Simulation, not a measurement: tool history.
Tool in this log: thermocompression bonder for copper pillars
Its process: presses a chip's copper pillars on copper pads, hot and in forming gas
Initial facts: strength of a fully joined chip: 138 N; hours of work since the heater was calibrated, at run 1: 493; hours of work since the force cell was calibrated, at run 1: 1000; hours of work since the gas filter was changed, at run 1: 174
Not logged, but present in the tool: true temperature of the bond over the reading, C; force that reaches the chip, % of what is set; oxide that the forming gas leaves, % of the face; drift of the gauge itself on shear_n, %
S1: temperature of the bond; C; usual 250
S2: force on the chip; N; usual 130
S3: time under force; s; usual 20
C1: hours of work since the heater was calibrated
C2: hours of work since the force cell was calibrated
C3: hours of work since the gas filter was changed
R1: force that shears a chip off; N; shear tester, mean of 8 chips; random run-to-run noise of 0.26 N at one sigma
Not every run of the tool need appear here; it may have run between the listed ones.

{"run": 1, "day": 0.0, "S1": 250, "S2": 130, "S3": 20, "C1": 493, "C2": 1000, "C3": 174, "R1": 65.6}
{"run": 2, "day": 0.592, "S1": 250, "S2": 130, "S3": 20, "C1": 504, "C2": 1011, "C3": 184, "R1": 65.1}
{"run": 3, "day": 1.692, "S1": 250, "S2": 130, "S3": 20, "C1": 524, "C2": 1032, "C3": 205, "R1": 65.1}
{"run": 4, "day": 2.583, "S1": 250, "S2": 130, "S3": 20, "C1": 541, "C2": 1048, "C3": 221, "R1": 64.5}
{"run": 5, "day": 3.121, "S1": 250, "S2": 130, "S3": 47, "C1": 551, "C2": 1058, "C3": 231, "R1": 84.7}
{"run": 6, "day": 3.679, "S1": 250, "S2": 130, "S3": 47, "C1": 561, "C2": 1068, "C3": 241, "R1": 84.9}
{"run": 7, "day": 4.871, "S1": 250, "S2": 130, "S3": 47, "C1": 583, "C2": 1090, "C3": 263, "R1": 84.2}
{"run": 8, "day": 6.017, "S1": 250, "S2": 122, "S3": 47, "C1": 604, "C2": 1111, "C3": 284, "R1": 81.8}
{"run": 9, "day": 7.062, "S1": 250, "S2": 122, "S3": 47, "C1": 623, "C2": 1130, "C3": 303, "R1": 82.1}
{"run": 10, "day": 8.004, "S1": 250, "S2": 122, "S3": 14, "C1": 641, "C2": 1148, "C3": 321, "R1": 54.4}
{"run": 11, "day": 8.858, "S1": 250, "S2": 122, "S3": 14, "C1": 656, "C2": 1163, "C3": 336, "R1": 54}
{"day": 9.954, "done": "force cell calibrated"}
{"run": 12, "day": 10.208, "S1": 250, "S2": 122, "S3": 14, "C1": 680, "C2": 5, "C3": 360, "R1": 56.5}
{"run": 13, "day": 11.217, "S1": 264, "S2": 110, "S3": 13, "C1": 699, "C2": 23, "C3": 379, "R1": 60}
{"run": 14, "day": 12.446, "S1": 258, "S2": 80, "S3": 25, "C1": 721, "C2": 46, "C3": 401, "R1": 58.5}
{"run": 15, "day": 13.379, "S1": 258, "S2": 80, "S3": 25, "C1": 738, "C2": 63, "C3": 418, "R1": 58.9}
{"run": 16, "day": 14.088, "S1": 271, "S2": 108, "S3": 28, "C1": 751, "C2": 76, "C3": 431, "R1": 80.6}
{"run": 17, "day": 15.2, "S1": 250, "S2": 130, "S3": 36, "C1": 772, "C2": 97, "C3": 452, "R1": 79.7}
{"run": 18, "day": 15.988, "S1": 250, "S2": 130, "S3": 36, "C1": 786, "C2": 111, "C3": 466, "R1": 79.9}
{"run": 19, "day": 16.512, "S1": 268, "S2": 98, "S3": 13, "C1": 796, "C2": 121, "C3": 476, "R1": 57.1}
{"run": 20, "day": 17.55, "S1": 268, "S2": 98, "S3": 13, "C1": 815, "C2": 140, "C3": 495, "R1": 57.5}

5 options for the next run, each taken on its own from the tool as it stands now. Forecast them:
{"day": 17.854, "done": "forming gas filter changed"}
{"run": "A", "day": 18.45, "S1": 271, "S2": 95, "S3": 16, "C1": 831, "C2": 156, "C3": 11, "R1": "?"}
{"day": 17.854, "done": "forming gas filter changed"}
{"run": "B", "day": 18.45, "S1": 262, "S2": 156, "S3": 33, "C1": 831, "C2": 156, "C3": 11, "R1": "?"}
{"day": 17.854, "done": "forming gas filter changed"}
{"run": "C", "day": 18.45, "S1": 275, "S2": 130, "S3": 20, "C1": 831, "C2": 156, "C3": 11, "R1": "?"}
{"day": 17.854, "done": "forming gas filter changed"}
{"run": "D", "day": 18.45, "S1": 250, "S2": 81, "S3": 27, "C1": 831, "C2": 156, "C3": 11, "R1": "?"}
{"day": 17.854, "done": "forming gas filter changed"}
{"run": "E", "day": 18.45, "S1": 250, "S2": 150, "S3": 13, "C1": 831, "C2": 156, "C3": 11, "R1": "?"}

run=A R1=65.9
run=B R1=98.1
run=C R1=86.4
run=D R1=58.3
run=E R1=65.1
Without the tool's hidden state the same runs would have given:
run=A R1=64
run=B R1=96.1
run=C R1=84.4
run=D R1=56.4
run=E R1=63
